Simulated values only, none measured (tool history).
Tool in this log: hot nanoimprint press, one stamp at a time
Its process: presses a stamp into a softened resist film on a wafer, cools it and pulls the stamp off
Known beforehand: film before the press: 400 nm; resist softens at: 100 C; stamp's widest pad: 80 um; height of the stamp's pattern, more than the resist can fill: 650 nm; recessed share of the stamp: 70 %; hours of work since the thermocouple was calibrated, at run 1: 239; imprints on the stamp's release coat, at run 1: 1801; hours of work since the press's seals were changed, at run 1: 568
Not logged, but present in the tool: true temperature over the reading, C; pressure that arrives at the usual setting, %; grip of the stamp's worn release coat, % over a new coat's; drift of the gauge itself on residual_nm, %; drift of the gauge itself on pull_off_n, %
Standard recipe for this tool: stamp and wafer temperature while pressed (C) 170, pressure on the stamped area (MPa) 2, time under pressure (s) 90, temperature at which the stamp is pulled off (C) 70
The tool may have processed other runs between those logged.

run	hour	stamp and wafer temperature while pressed (C)	pressure on the stamped area (MPa)	time under pressure (s)	temperature at which the stamp is pulled off (C)	hours of work since the thermocouple was calibrated	imprints on the stamp's release coat	hours of work since the press's seals were changed	resist left under the stamp's widest pad (angstrom)	greatest force while the stamp is pulled off (N)
1	0	170	2	90	70	239	1801	568	2170	194
2	20.4	170	2	160	70	255	1872	584	1791	191
# hour 30.3: stamp cleaned and given a new release coat
3	44	170	2	160	70	268	47	598	1790	159
4	63.8	170	1.51	90	70	284	116	613	2440	173
5	81.7	170	1.51	90	70	298	179	627	2441	165
6	94.7	170	1.51	90	70	308	224	637	2443	163
7	107	172	1.51	90	70	317	267	647	2317	165
8	127.1	170	1.66	90	70	333	337	662	2347	166
9	149.7	170	1.66	90	70	351	415	680	2345	165
10	164.1	170	1.66	90	70	362	465	691	2346	172
# hour 186.4: press's hydraulic seals changed and the load cell set to zero
11	190.9	170	1.31	90	70	377	531	4	2540	170
12	211.3	170	1.31	90	70	393	602	19	2541	175
13	235.7	170	2	90	70	412	687	39	2118	172
14	258.4	170	2	90	70	429	766	56	2120	169
15	280.1	170	2	65	70	446	841	73	2337	179
16	302.7	170	2	65	70	464	920	91	2338	179
17	325.6	177	3.17	72	73	482	1000	109	1476	169
18	344	177	3.17	72	73	496	1064	123	1478	168
# hour 354.8: plate thermocouple calibrated
19	372.3	169	3.17	72	63	14	1152	143	1934	196
20	394.9	169	2.55	72	63	31	1230	161	2142	197
21	420.2	169	2.55	72	63	51	1318	180	2145	198
22	444.4	169	2.55	72	63	70	1403	199	2139	200
23	466.2	159	2	46	70	87	1478	216	3292	193
24	486.8	165	2.44	50	73	103	1550	232	2694	177
25	505.6	170	1.64	90	66	118	1615	247	2359	202
26	526.7	170	1.64	90	66	134	1689	263	2364	199
27	543.2	170	1.64	90	66	147	1746	276	2353	201
28	560.9	164	1.76	60	61	161	1808	290	2947	215
29	574.5	164	1.76	60	61	172	1855	301	2943	218

How the hidden state differs across the entries between the runs, from the last listed run before each to the first after it:
Between runs 2 and 3: stamp cleaned and given a new release coat (hour 30.3)
  true temperature over the reading, C: 0.44 -> 0.46; pressure that arrives at the usual setting, %: 95.83 -> 95.75; grip of the stamp's worn release coat, % over a new coat's: 21.6 -> 0.5
  difference, measured minus the result without the unlogged condition, resist left under the stamp's widest pad (angstrom): +14 -> +14; greatest force while the stamp is pulled off (N): +33 -> +0
Between runs 10 and 11: press's hydraulic seals changed and the load cell set to zero (hour 186.4)
  true temperature over the reading, C: 0.62 -> 0.64; pressure that arrives at the usual setting, %: 95.2 -> 99.77; grip of the stamp's worn release coat, % over a new coat's: 5.3 -> 6
  difference, measured minus the result without the unlogged condition, resist left under the stamp's widest pad (angstrom): +3 -> -38; greatest force while the stamp is pulled off (N): +7 -> +9
Between runs 18 and 19: plate thermocouple calibrated (hour 354.8)
  true temperature over the reading, C: 0.84 -> -0.04; pressure that arrives at the usual setting, %: 99.08 -> 98.97; grip of the stamp's worn release coat, % over a new coat's: 12.1 -> 13.2
  difference, measured minus the result without the unlogged condition, resist left under the stamp's widest pad (angstrom): -25 -> +18; greatest force while the stamp is pulled off (N): +16 -> +23
